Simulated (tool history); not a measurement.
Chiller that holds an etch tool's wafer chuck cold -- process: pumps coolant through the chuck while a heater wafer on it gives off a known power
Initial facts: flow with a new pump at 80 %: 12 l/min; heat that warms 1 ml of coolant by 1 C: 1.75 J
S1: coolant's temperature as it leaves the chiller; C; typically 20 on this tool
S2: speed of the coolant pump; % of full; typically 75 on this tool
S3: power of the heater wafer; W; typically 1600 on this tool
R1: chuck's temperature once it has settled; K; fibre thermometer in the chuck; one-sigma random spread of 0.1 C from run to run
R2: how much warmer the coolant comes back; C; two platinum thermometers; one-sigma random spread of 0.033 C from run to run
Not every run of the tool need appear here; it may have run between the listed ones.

run 1 hour=0.0 | S1=20 S2=75 S3=1600 | R1=307.05 R2=5.20
run 2 hour=25.3 | S1=20 S2=75 S3=1600 | R1=306.95 R2=5.18
run 3 hour=61.2 | S1=20 S2=75 S3=1600 | R1=306.95 R2=5.26
run 4 hour=99.1 | S1=20 S2=75 S3=1600 | R1=306.95 R2=5.21
run 5 hour=133.5 | S1=20 S2=75 S3=1600 | R1=306.85 R2=5.16
run 6 hour=153.1 | S1=20 S2=75 S3=1600 | R1=307.15 R2=5.21
run 7 hour=184.1 | S1=20 S2=100 S3=1600 | R1=304.55 R2=3.74
run 8 hour=205.0 | S1=20 S2=75 S3=1915 | R1=309.95 R2=6.25
run 9 hour=232.9 | S1=20 S2=75 S3=1915 | R1=309.95 R2=6.29
run 10 hour=250.4 | S1=20 S2=75 S3=1600 | R1=307.15 R2=5.24
run 11 hour=275.5 | S1=11 S2=75 S3=1600 | R1=298.15 R2=5.30
run 12 hour=297.9 | S1=20 S2=75 S3=1600 | R1=306.95 R2=5.22
run 13 hour=338.6 | S1=20 S2=67 S3=1600 | R1=308.25 R2=5.86
run 14 hour=377.6 | S1=20 S2=85 S3=1600 | R1=306.15 R2=4.59
run 15 hour=397.8 | S1=21 S2=75 S3=1600 | R1=308.05 R2=5.27
run 16 hour=430.0 | S1=22 S2=75 S3=1600 | R1=309.05 R2=5.27
run 17 hour=460.4 | S1=22 S2=75 S3=1600 | R1=309.05 R2=5.22

What will run 18 give?
run 18 hour=488.5 | S1=22 S2=62 S3=857 | R1=? R2=?

{"run 18": {"R1": 303.25, "R2": 3.51}}
On a tool with no hidden condition, and with the same random variation, this run would have come out at R1 303.75 K, R2 3.27 C.
